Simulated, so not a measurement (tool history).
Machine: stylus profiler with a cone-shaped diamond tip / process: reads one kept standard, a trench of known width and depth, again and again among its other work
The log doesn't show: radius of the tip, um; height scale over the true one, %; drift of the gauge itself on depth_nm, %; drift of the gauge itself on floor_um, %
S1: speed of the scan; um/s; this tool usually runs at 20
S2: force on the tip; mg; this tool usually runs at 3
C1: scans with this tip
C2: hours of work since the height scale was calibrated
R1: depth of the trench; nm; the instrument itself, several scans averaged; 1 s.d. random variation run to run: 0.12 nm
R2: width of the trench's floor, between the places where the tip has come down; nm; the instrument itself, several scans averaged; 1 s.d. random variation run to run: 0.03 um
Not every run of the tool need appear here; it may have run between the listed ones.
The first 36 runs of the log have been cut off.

| run | hour | S1 | S2 | C1 | C2 | R1 | R2 |
|---|---|---|---|---|---|---|---|
| 37 | 3588.5 | 7 | 1.75 | 7331 | 643 | 504.13 | 26470 |
| 38 | 3694.4 | 17 | 2.12 | 7988 | 700 | 504.71 | 26310 |
| 39 | 3757.6 | 16 | 1.15 | 8380 | 734 | 503.33 | 26210 |
| 40 | 3884.4 | 36 | 5.4 | 9166 | 803 | 508.47 | 26120 |
| 41 | 3963.2 | 32 | 1.18 | 9655 | 846 | 503.73 | 25930 |
| 42 | 4060.2 | 15 | 3 | 10257 | 899 | 506.06 | 26060 |
| 43 | 4206.9 | 7 | 1.88 | 11166 | 979 | 504.72 | 26020 |
|  | 4241.8 | new tip fitted, height scale calibrated |
| 44 | 4336.7 | 9 | 7.3 | 589 | 52 | 509.5 | 27210 |
| 45 | 4419.5 | 9 | 7.3 | 1102 | 97 | 509.47 | 27210 |
| 46 | 4478.7 | 9 | 7.3 | 1469 | 129 | 509.61 | 27120 |
| 47 | 4614.5 | 9 | 7.3 | 2311 | 203 | 509.61 | 27000 |

Below are 3 alternative next runs, each starting from the tool's condition after run 47. Predict each:
| A | 4733.2 | 7 | 7.5 | 3047 | 267 | ? | ? |
| B | 4733.2 | 36 | 7.3 | 3047 | 267 | ? | ? |
| C | 4733.2 | 59 | 1.91 | 3047 | 267 | ? | ? |

| run | R1 | R2 |
|---|---|---|
| A | 509.75 | 26900 |
| B | 509.8 | 26810 |
| C | 504.27 | 26610 |
With the hidden condition removed and each run's random variation left untouched, the same runs would have given:
| run | R1 | R2 |
|---|---|---|
| A | 509.38 | 27350 |
| B | 509.43 | 27260 |
| C | 503.91 | 27060 |
